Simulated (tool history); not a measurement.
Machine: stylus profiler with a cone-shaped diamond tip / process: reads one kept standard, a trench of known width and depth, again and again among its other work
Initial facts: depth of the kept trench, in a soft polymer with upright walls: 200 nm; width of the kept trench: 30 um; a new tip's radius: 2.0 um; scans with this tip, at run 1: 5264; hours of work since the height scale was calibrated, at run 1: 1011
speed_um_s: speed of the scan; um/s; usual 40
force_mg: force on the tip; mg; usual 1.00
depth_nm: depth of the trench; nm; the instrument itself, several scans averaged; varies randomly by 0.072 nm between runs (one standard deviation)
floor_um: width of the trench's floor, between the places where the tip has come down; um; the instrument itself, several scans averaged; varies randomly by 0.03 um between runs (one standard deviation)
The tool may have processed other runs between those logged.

run	day	speed_um_s	force_mg	scans with this tip	hours of work since the height scale was calibrated	depth_nm	floor_um
1	0.000	40	1.00	5264	1011	202.04	27.87
2	0.842	40	1.00	5340	1026	202.02	27.84
3	1.692	118	1.00	5416	1041	202.03	27.42
4	2.421	118	1.00	5482	1053	201.96	27.39
5	3.725	40	2.53	5600	1076	203.01	27.90
6	4.662	40	1.00	5684	1092	202.08	27.73
7	5.758	40	1.00	5783	1111	202.03	27.80
8	6.812	40	1.00	5878	1129	202.03	27.74
9	7.800	40	1.00	5967	1146	202.00	27.77
10	9.117	40	1.00	6086	1169	202.17	27.77
11	10.329	40	1.00	6195	1190	202.19	27.73
12	11.646	40	0.71	6314	1213	202.09	27.72
13	12.921	34	1.00	6429	1235	202.34	27.82
14	13.850	130	1.13	6512	1251	202.37	27.25
15	14.838	43	0.47	6601	1268	201.87	27.60
16	16.171	29	0.47	6722	1291	201.69	27.69
17	17.221	93	1.61	6816	1310	202.55	27.52
18	18.408	93	1.61	6923	1330	202.60	27.55
19	19.612	24	2.11	7032	1351	203.05	27.84
20	20.221	29	0.83	7087	1362	202.31	27.78
21	20.921	39	0.87	7150	1374	202.27	27.66
22	22.067	60	2.31	7253	1394	203.18	27.63
23	23.154	60	2.31	7352	1412	203.20	27.66
24	24.171	60	2.31	7443	1430	203.20	27.62
25	24.829	60	2.31	7502	1441	203.17	27.72
26	25.712	60	1.25	7582	1457	202.55	27.52

Alternative continuations, all from the tool just after run 26; predict every row:
A	26.721	60	0.60	7673	1474	?	?
B	26.721	40	1.11	7673	1474	?	?
C	26.721	13	1.25	7673	1474	?	?

run	depth_nm	floor_um
A	202.23	27.54
B	202.42	27.65
C	202.57	27.79
Without the tool's unlogged condition, the same runs would have read:
run	depth_nm	floor_um
A	200.82	27.93
B	201.01	28.04
C	201.16	28.18

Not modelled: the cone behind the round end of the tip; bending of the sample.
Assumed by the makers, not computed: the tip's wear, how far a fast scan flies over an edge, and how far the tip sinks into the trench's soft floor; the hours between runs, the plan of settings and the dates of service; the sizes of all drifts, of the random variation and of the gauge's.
